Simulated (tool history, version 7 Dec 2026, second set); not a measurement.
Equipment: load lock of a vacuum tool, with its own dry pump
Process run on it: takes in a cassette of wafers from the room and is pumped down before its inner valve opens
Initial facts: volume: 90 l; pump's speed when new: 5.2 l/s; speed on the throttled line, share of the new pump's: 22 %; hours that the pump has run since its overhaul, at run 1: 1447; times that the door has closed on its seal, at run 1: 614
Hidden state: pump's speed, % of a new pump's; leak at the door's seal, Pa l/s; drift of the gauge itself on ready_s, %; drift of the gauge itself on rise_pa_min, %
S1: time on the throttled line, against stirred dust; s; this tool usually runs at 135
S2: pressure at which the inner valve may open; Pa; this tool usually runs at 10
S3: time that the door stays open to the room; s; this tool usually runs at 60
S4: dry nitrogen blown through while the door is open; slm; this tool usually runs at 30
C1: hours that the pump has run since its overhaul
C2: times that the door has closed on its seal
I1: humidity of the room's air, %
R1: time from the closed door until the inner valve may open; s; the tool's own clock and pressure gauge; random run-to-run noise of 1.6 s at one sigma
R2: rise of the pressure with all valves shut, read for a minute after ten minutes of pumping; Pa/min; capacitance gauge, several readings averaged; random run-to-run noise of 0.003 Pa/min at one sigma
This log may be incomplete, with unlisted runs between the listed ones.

{"run": 1, "hour": 0.0, "S1": 135, "S2": 10, "S3": 60, "S4": 30, "C1": 1447, "C2": 614, "I1": 43.4, "R1": 266.8, "R2": 0.015}
{"run": 2, "hour": 91.2, "S1": 135, "S2": 10, "S3": 60, "S4": 30, "C1": 1539, "C2": 751, "I1": 45.3, "R1": 268.2, "R2": 0.018}
{"run": 3, "hour": 190.4, "S1": 135, "S2": 10, "S3": 60, "S4": 30, "C1": 1638, "C2": 901, "I1": 45.3, "R1": 267.5, "R2": 0.016}
{"run": 4, "hour": 251.1, "S1": 135, "S2": 13, "S3": 60, "S4": 30, "C1": 1698, "C2": 992, "I1": 43, "R1": 261.7, "R2": 0.008}
{"run": 5, "hour": 377.7, "S1": 135, "S2": 13, "S3": 60, "S4": 30, "C1": 1825, "C2": 1183, "I1": 47.5, "R1": 262.1, "R2": 0.02}
{"run": 6, "hour": 468.6, "S1": 135, "S2": 13, "S3": 60, "S4": 30, "C1": 1916, "C2": 1320, "I1": 45.4, "R1": 262.8, "R2": 0.015}
{"run": 7, "hour": 542.8, "S1": 135, "S2": 13, "S3": 60, "S4": 30, "C1": 1990, "C2": 1432, "I1": 42.9, "R1": 264.9, "R2": 0.018}
{"run": 8, "hour": 681.1, "S1": 135, "S2": 13, "S3": 60, "S4": 30, "C1": 2128, "C2": 1640, "I1": 42.8, "R1": 264.6, "R2": 0.016}
{"run": 9, "hour": 824.0, "S1": 135, "S2": 10, "S3": 60, "S4": 11, "C1": 2271, "C2": 1855, "I1": 45.3, "R1": 269.1, "R2": 0.031}
{"run": 10, "hour": 955.6, "S1": 135, "S2": 10, "S3": 60, "S4": 30, "C1": 2403, "C2": 2054, "I1": 45.4, "R1": 268.4, "R2": 0.021}
{"run": 11, "hour": 1065.3, "S1": 135, "S2": 10, "S3": 60, "S4": 6, "C1": 2513, "C2": 2219, "I1": 45.6, "R1": 269.6, "R2": 0.034}
{"run": 12, "hour": 1140.1, "S1": 135, "S2": 10, "S3": 60, "S4": 30, "C1": 2587, "C2": 2332, "I1": 45.5, "R1": 266, "R2": 0.028}
{"run": 13, "hour": 1281.8, "S1": 135, "S2": 10, "S3": 60, "S4": 30, "C1": 2729, "C2": 2545, "I1": 47.6, "R1": 269.7, "R2": 0.029}
{"run": 14, "hour": 1381.9, "S1": 135, "S2": 10, "S3": 60, "S4": 30, "C1": 2829, "C2": 2696, "I1": 43.3, "R1": 272.3, "R2": 0.024}
{"run": 15, "hour": 1487.2, "S1": 135, "S2": 10, "S3": 60, "S4": 30, "C1": 2935, "C2": 2855, "I1": 46, "R1": 268.2, "R2": 0.022}
{"run": 16, "hour": 1622.6, "S1": 135, "S2": 10, "S3": 60, "S4": 30, "C1": 3070, "C2": 3059, "I1": 46.4, "R1": 266.7, "R2": 0.024}
{"run": 17, "hour": 1759.2, "S1": 135, "S2": 10, "S3": 60, "S4": 30, "C1": 3207, "C2": 3265, "I1": 46.8, "R1": 269.8, "R2": 0.028}
{"run": 18, "hour": 1854.4, "S1": 135, "S2": 10, "S3": 60, "S4": 30, "C1": 3302, "C2": 3408, "I1": 49.5, "R1": 270.5, "R2": 0.029}
{"run": 19, "hour": 1948.2, "S1": 110, "S2": 15, "S3": 133, "S4": 30, "C1": 3396, "C2": 3549, "I1": 46.4, "R1": 243.1, "R2": 0.033}
{"run": 20, "hour": 2084.5, "S1": 149, "S2": 12, "S3": 42, "S4": 29, "C1": 3532, "C2": 3755, "I1": 42.3, "R1": 276.7, "R2": 0.03}
{"run": 21, "hour": 2215.0, "S1": 218, "S2": 10, "S3": 49, "S4": 22, "C1": 3662, "C2": 3951, "I1": 45.1, "R1": 335.5, "R2": 0.039}
{"run": 22, "hour": 2308.7, "S1": 110, "S2": 7, "S3": 192, "S4": 14, "C1": 3756, "C2": 4093, "I1": 44.6, "R1": 258.6, "R2": 0.049}
{"run": 23, "hour": 2449.8, "S1": 196, "S2": 18, "S3": 192, "S4": 18, "C1": 3897, "C2": 4305, "I1": 45, "R1": 303.9, "R2": 0.046}
{"run": 24, "hour": 2563.3, "S1": 196, "S2": 18, "S3": 192, "S4": 18, "C1": 4011, "C2": 4476, "I1": 42.6, "R1": 306.2, "R2": 0.056}
{"run": 25, "hour": 2674.8, "S1": 196, "S2": 18, "S3": 192, "S4": 18, "C1": 4122, "C2": 4644, "I1": 46.5, "R1": 309.1, "R2": 0.058}
{"run": 26, "hour": 2799.0, "S1": 196, "S2": 18, "S3": 192, "S4": 18, "C1": 4246, "C2": 4831, "I1": 45.6, "R1": 306, "R2": 0.055}
{"run": 27, "hour": 2860.3, "S1": 196, "S2": 18, "S3": 192, "S4": 18, "C1": 4308, "C2": 4924, "I1": 45.4, "R1": 305.7, "R2": 0.058}
{"run": 28, "hour": 3004.4, "S1": 92, "S2": 18, "S3": 192, "S4": 18, "C1": 4452, "C2": 5141, "I1": 42.6, "R1": 226, "R2": 0.058}
{"run": 29, "hour": 3120.8, "S1": 135, "S2": 10, "S3": 107, "S4": 45, "C1": 4568, "C2": 5316, "I1": 47.2, "R1": 270, "R2": 0.042}
{"run": 30, "hour": 3190.6, "S1": 79, "S2": 7, "S3": 107, "S4": 45, "C1": 4638, "C2": 5421, "I1": 46.7, "R1": 232.3, "R2": 0.043}
{"run": 31, "hour": 3262.4, "S1": 79, "S2": 7, "S3": 107, "S4": 45, "C1": 4710, "C2": 5530, "I1": 45.2, "R1": 236, "R2": 0.041}
{"run": 32, "hour": 3360.8, "S1": 98, "S2": 10, "S3": 60, "S4": 4, "C1": 4808, "C2": 5678, "I1": 45.2, "R1": 247, "R2": 0.053}
{"run": 33, "hour": 3509.4, "S1": 98, "S2": 10, "S3": 60, "S4": 4, "C1": 4957, "C2": 5902, "I1": 48.5, "R1": 242, "R2": 0.064}
{"run": 34, "hour": 3609.4, "S1": 135, "S2": 8, "S3": 60, "S4": 30, "C1": 5057, "C2": 6052, "I1": 43.3, "R1": 277.4, "R2": 0.045}
{"run": 35, "hour": 3757.3, "S1": 149, "S2": 8, "S3": 28, "S4": 16, "C1": 5205, "C2": 6275, "I1": 46.6, "R1": 285.7, "R2": 0.046}
{"run": 36, "hour": 3905.8, "S1": 149, "S2": 8, "S3": 28, "S4": 16, "C1": 5353, "C2": 6499, "I1": 46.4, "R1": 287.2, "R2": 0.053}

Each row is a separate what-if for the run after 36, all from the same tool condition, not one after another. Results?
{"run": "A", "hour": 3983.5, "S1": 135, "S2": 10, "S3": 162, "S4": 30, "C1": 5431, "C2": 6616, "I1": 41.1, "R1": "?", "R2": "?"}
{"run": "B", "hour": 3983.5, "S1": 149, "S2": 8, "S3": 28, "S4": 16, "C1": 5431, "C2": 6616, "I1": 45.2, "R1": "?", "R2": "?"}
{"run": "C", "hour": 3983.5, "S1": 162, "S2": 10, "S3": 52, "S4": 30, "C1": 5431, "C2": 6616, "I1": 44.9, "R1": "?", "R2": "?"}

run=A R1=272.7 R2=0.056
run=B R1=288.4 R2=0.05
run=C R1=292 R2=0.047
With no hidden state in the tool, these same runs would have given:
run=A R1=267.1 R2=0.017
run=B R1=282.7 R2=0.011
run=C R1=286.3 R2=0.008

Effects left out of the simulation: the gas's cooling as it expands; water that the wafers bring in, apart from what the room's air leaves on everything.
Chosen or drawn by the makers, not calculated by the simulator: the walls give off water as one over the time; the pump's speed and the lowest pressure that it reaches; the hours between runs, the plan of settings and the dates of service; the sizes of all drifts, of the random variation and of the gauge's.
